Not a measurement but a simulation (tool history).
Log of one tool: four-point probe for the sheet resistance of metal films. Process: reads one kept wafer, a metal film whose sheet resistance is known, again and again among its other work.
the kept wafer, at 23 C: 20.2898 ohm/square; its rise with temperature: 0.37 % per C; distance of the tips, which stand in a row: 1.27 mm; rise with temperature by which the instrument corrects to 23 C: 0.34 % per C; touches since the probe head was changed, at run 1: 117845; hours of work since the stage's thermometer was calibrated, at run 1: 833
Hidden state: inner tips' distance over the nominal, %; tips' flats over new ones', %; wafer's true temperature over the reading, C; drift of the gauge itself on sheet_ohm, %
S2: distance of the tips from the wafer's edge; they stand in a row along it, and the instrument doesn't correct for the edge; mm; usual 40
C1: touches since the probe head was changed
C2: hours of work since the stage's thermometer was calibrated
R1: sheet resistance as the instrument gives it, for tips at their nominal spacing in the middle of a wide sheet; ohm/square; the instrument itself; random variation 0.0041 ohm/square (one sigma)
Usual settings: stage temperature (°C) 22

run 1 day=0.000 | stage_temperature_(°C)=22 S2=40 | C1=117845 C2=833 | R1=20.528405
run 2 day=1.096 | stage_temperature_(°C)=22 S2=10 | C1=119275 C2=850 | R1=20.692547
run 3 day=1.775 | stage_temperature_(°C)=22 S2=10 | C1=120163 C2=861 | R1=20.698671
run 4 day=2.396 | stage_temperature_(°C)=22 S2=9 | C1=120970 C2=870 | R1=20.739589
run 5 day=3.900 | stage_temperature_(°C)=22 S2=40 | C1=122934 C2=893 | R1=20.534605
run 6 day=5.092 | stage_temperature_(°C)=28 S2=40 | C1=124490 C2=912 | R1=20.589044
run 7 day=6.404 | stage_temperature_(°C)=23 S2=40 | C1=126203 C2=932 | R1=20.561701
run 8 day=7.112 | stage_temperature_(°C)=23 S2=40 | C1=127128 C2=943 | R1=20.546782
run 9 day=8.054 | stage_temperature_(°C)=23 S2=40 | C1=128352 C2=958 | R1=20.558433
run 10 day=9.096 | stage_temperature_(°C)=23 S2=40 | C1=129714 C2=974 | R1=20.560488
run 11 day=9.958 | stage_temperature_(°C)=20 S2=40 | C1=130838 C2=988 | R1=20.535354
run 12 day=11.171 | stage_temperature_(°C)=20 S2=40 | C1=132419 C2=1006 | R1=20.541408
run 13 day=12.558 | stage_temperature_(°C)=22 S2=5 | C1=134233 C2=1028 | R1=21.237842
run 14 day=13.554 | stage_temperature_(°C)=22 S2=6 | C1=135529 C2=1043 | R1=21.034487
run 15 day=14.929 | stage_temperature_(°C)=22 S2=6 | C1=137326 C2=1065 | R1=21.042368
run 16 day=15.996 | stage_temperature_(°C)=22 S2=6 | C1=138715 C2=1081 | R1=21.031927
run 17 day=16.667 | stage_temperature_(°C)=22 S2=6 | C1=139594 C2=1092 | R1=21.051125
run 18 day=17.733 | stage_temperature_(°C)=22 S2=9 | C1=140983 C2=1108 | R1=20.771330
run 19 day=18.479 | stage_temperature_(°C)=22 S2=9 | C1=141958 C2=1120 | R1=20.779952
run 20 day=19.496 | stage_temperature_(°C)=22 S2=40 | C1=143282 C2=1136 | R1=20.578156
run 21 day=20.362 | stage_temperature_(°C)=22 S2=34 | C1=144416 C2=1149 | R1=20.579386
run 22 day=21.079 | stage_temperature_(°C)=22 S2=34 | C1=145347 C2=1160 | R1=20.586167
run 23 day=21.933 | stage_temperature_(°C)=32 S2=31 | C1=146465 C2=1173 | R1=20.659762
run 24 day=22.592 | stage_temperature_(°C)=25 S2=5 | C1=147323 C2=1184 | R1=21.288454
run 25 day=23.538 | stage_temperature_(°C)=34 S2=6 | C1=148558 C2=1198 | R1=21.140522
run 26 day=24.329 | stage_temperature_(°C)=34 S2=6 | C1=149592 C2=1211 | R1=21.145629
run 27 day=24.971 | stage_temperature_(°C)=18 S2=4 | C1=150429 C2=1221 | R1=21.605236
run 28 day=26.250 | stage_temperature_(°C)=18 S2=4 | C1=152095 C2=1240 | R1=21.611078
run 29 day=27.225 | stage_temperature_(°C)=18 S2=4 | C1=153370 C2=1256 | R1=21.622067
run 30 day=28.079 | stage_temperature_(°C)=18 S2=4 | C1=154480 C2=1269 | R1=21.617428
run 31 day=28.854 | stage_temperature_(°C)=22 S2=57 | C1=155494 C2=1281 | R1=20.593127
run 32 day=29.621 | stage_temperature_(°C)=27 S2=6 | C1=156494 C2=1293 | R1=21.115907
run 33 day=30.312 | stage_temperature_(°C)=25 S2=5 | C1=157395 C2=1303 | R1=21.303414
run 34 day=31.442 | stage_temperature_(°C)=25 S2=5 | C1=158871 C2=1321 | R1=21.310371
run 35 day=32.775 | stage_temperature_(°C)=31 S2=18 | C1=160608 C2=1342 | R1=20.713963
run 36 day=33.850 | stage_temperature_(°C)=22 S2=17 | C1=162011 C2=1358 | R1=20.661863
run 37 day=34.462 | stage_temperature_(°C)=31 S2=30 | C1=162813 C2=1368 | R1=20.685565
-- day=34.817 new probe head fitted
run 38 day=35.592 | stage_temperature_(°C)=31 S2=30 | C1=1015 C2=1385 | R1=20.428174
run 39 day=36.804 | stage_temperature_(°C)=22 S2=5 | C1=2593 C2=1404 | R1=21.033861
run 40 day=37.888 | stage_temperature_(°C)=22 S2=5 | C1=4008 C2=1420 | R1=21.038778
run 41 day=39.354 | stage_temperature_(°C)=34 S2=6 | C1=5921 C2=1443 | R1=20.924950
run 42 day=40.212 | stage_temperature_(°C)=23 S2=38 | C1=7043 C2=1456 | R1=20.392364
run 43 day=41.225 | stage_temperature_(°C)=32 S2=44 | C1=8361 C2=1472 | R1=20.443402

Hidden state or all else? Some run-to-run changes of R1, split into what the settings, what came in and random variation would give without the hidden state, and what is left for the hidden state (with any gauge scatter that isn't in both results):
Run 12 -> 13: stage temperature (°C) 20 -> 22, S2 40 -> 5. R1 +0.696434 ohm/square: hidden state +0.011498, all else +0.684936.
Run 23 -> 24: stage temperature (°C) 32 -> 25, S2 31 -> 5. R1 +0.628692 ohm/square: hidden state +0.010401, all else +0.618291.
Run 30 -> 31: stage temperature (°C) 18 -> 22, S2 4 -> 57. R1 -1.024301 ohm/square: hidden state -0.012581, all else -1.011720.
Run 37 -> 38: new probe head fitted. R1 -0.257391 ohm/square: hidden state -0.250709, all else -0.006682.
